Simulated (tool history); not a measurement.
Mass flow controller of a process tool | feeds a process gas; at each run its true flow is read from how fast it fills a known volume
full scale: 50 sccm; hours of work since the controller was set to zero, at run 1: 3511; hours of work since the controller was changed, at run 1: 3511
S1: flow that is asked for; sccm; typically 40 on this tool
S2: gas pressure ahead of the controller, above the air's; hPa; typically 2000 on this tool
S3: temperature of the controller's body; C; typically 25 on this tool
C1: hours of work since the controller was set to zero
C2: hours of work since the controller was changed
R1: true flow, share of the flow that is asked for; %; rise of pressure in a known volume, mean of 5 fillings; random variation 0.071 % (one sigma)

run     hour  S1    S2  S3    C1    C2      R1
  1        0  40  2000  25  3511  3511   99.65
  2    316.5  40  2000  25  3653  3653   99.36
  3      622  40  2000  25  3791  3791   99.42
  4      824  40  2000  25  3882  3882    99.6
  5   1064.6  40  2000  25  3990  3990    99.5
  6   1280.3  18  2000  25  4088  4088   98.57
  7   1649.7  40  2000  25  4254  4254   99.44
  8   1923.4  40  2000  25  4378  4378   99.46
      2013.3  -- controller's zero set anew
  9   2221.4  40  2000  25    94  4512    99.5
 10   2582.7  40  2000  25   257  4674   99.54
 11     2837  40  1460  25   371  4789   99.31
 12   3168.4  40  1460  25   521  4938   99.39
 13   3477.6  40  2000  25   660  5078   99.46
 14   3726.6  34  2000  25   772  5190   99.29
 15     4078  40  2000  25   931  5348   99.62
 16   4263.1  40  2000  36  1014  5432  100.02
 17     4484  40  1550  25  1114  5531   99.32
 18   4708.6  14  1550  25  1215  5633   98.21
 19   4890.2  40  2000  25  1297  5714   99.64
 20   5102.1  40  2000  25  1392  5810   99.49
 21   5356.4  40  2000  25  1507  5925    99.6
 22   5517.5  40  2000  25  1579  5997   99.52
 23   5774.4  40  2000  25  1695  6113   99.72
 24   6158.2   6  2000  25  1868  6286   98.08
 25   6330.7   6  2000  25  1946  6364   98.08
 26   6661.6  34  1950  27  2095  6513   99.35
 27   6843.9  36  1420  21  2177  6595   98.87
 28   7213.7  40  2000  29  2344  6762   99.77
 29   7452.7  40  2000  21  2452  6869    99.4
 30   7820.4  40  2000  21  2617  7035   99.33
 31   8053.9  40  2000  21  2723  7140   99.36
 32   8291.4  40  2000  20  2830  7247   99.37
 33   8545.1  12  1940  33  2944  7362   98.68
 34   8846.3  12  2000  32  3080  7497   98.63
 35   9243.2  12  2000  32  3259  7676   98.69
 36   9564.3   5  2350  29  3403  7821   98.36
 37     9962  13  2640  35  3582  8000   99.26
 38  10131.1  13  2640  35  3659  8077   99.16
 39  10375.7  13  2640  35  3769  8187   99.17
 40  10589.1  40  1750  25  3865  8283   99.58
 41    10749   7  2400  34  3937  8355   98.76
 42  11076.7   7  2400  34  4085  8503   98.78
 43  11275.7  18  2000  33  4175  8592   99.07

4 options for the next run, each taken on its own from the tool as it stands now. Forecast them:
  A  11545.4  40  2410  25  4296  8714   ?
  B  11545.4   9  2000  25  4296  8714   ?
  C  11545.4  13  1560  33  4296  8714   ?
  D  11545.4  40  1570  25  4296  8714   ?

run     R1
  A  99.67
  B  98.24
  C  98.62
  D  99.23
What these runs would have given with no unlogged condition in the tool:
run     R1
  A  99.68
  B  98.27
  C  98.63
  D  99.24
